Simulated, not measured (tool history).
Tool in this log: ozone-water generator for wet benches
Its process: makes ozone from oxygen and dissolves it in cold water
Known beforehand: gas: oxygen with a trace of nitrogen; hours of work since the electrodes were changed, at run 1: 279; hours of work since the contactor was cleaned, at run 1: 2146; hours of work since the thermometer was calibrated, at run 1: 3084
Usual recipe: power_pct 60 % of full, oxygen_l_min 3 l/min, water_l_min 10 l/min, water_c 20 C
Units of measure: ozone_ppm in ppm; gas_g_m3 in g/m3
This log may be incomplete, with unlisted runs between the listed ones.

| run | hour | power_pct | oxygen_l_min | water_l_min | water_c | hours of work since the electrodes were changed | hours of work since the contactor was cleaned | hours of work since the thermometer was calibrated | ozone_ppm | gas_g_m3 |
|---|---|---|---|---|---|---|---|---|---|---|
| 1 | 0 | 60 | 3 | 10 | 20 | 279 | 2146 | 3084 | 18.7 | 184.2 |
| 2 | 34.7 | 60 | 3 | 10 | 14 | 309 | 2176 | 3114 | 20.4 | 184.3 |
| 3 | 68.1 | 60 | 3.7 | 10 | 20 | 338 | 2205 | 3143 | 18.9 | 167 |
| 4 | 112.4 | 60 | 3 | 10 | 20 | 377 | 2243 | 3182 | 18.9 | 181.8 |
| 5 | 160.3 | 60 | 3 | 10 | 20 | 418 | 2285 | 3223 | 19 | 182.7 |
| 6 | 187.4 | 60 | 3 | 14 | 20 | 441 | 2308 | 3246 | 13.8 | 181.2 |
| 7 | 235.2 | 60 | 4.05 | 14 | 12 | 483 | 2350 | 3288 | 16 | 160.3 |
| 8 | 285.7 | 53 | 3.2 | 11 | 18 | 527 | 2393 | 3331 | 16.9 | 164.3 |
| 9 | 327.4 | 49 | 3.01 | 10 | 18 | 563 | 2429 | 3368 | 17.4 | 164 |
| 10 | 351.6 | 49 | 3.01 | 10 | 18 | 583 | 2450 | 3388 | 17.5 | 166.1 |
| 11 | 400.7 | 60 | 4.05 | 6 | 27 | 626 | 2493 | 3431 | 23.2 | 160.2 |
| 12 | 436.7 | 69 | 2.42 | 10 | 15 | 657 | 2524 | 3462 | 21.3 | 215.4 |

Alternative continuations, all from the tool just after run 12; predict every row:
| A | 460.2 | 69 | 2.45 | 10 | 15 | 677 | 2544 | 3482 | ? | ? |
| B | 460.2 | 69 | 2.42 | 10 | 17 | 677 | 2544 | 3482 | ? | ? |
| C | 460.2 | 59 | 2.82 | 10 | 16 | 677 | 2544 | 3482 | ? | ? |
| D | 460.2 | 95 | 3 | 10 | 20 | 677 | 2544 | 3482 | ? | ? |

| run | ozone_ppm | gas_g_m3 |
|---|---|---|
| A | 21.1 | 212.1 |
| B | 20.4 | 215.6 |
| C | 19.9 | 185.4 |
| D | 23.5 | 231 |
What these runs would have given with no unlogged condition in the tool:
| run | ozone_ppm | gas_g_m3 |
|---|---|---|
| A | 21.1 | 212.1 |
| B | 20.4 | 215.6 |
| C | 19.9 | 185.4 |
| D | 23.6 | 231 |
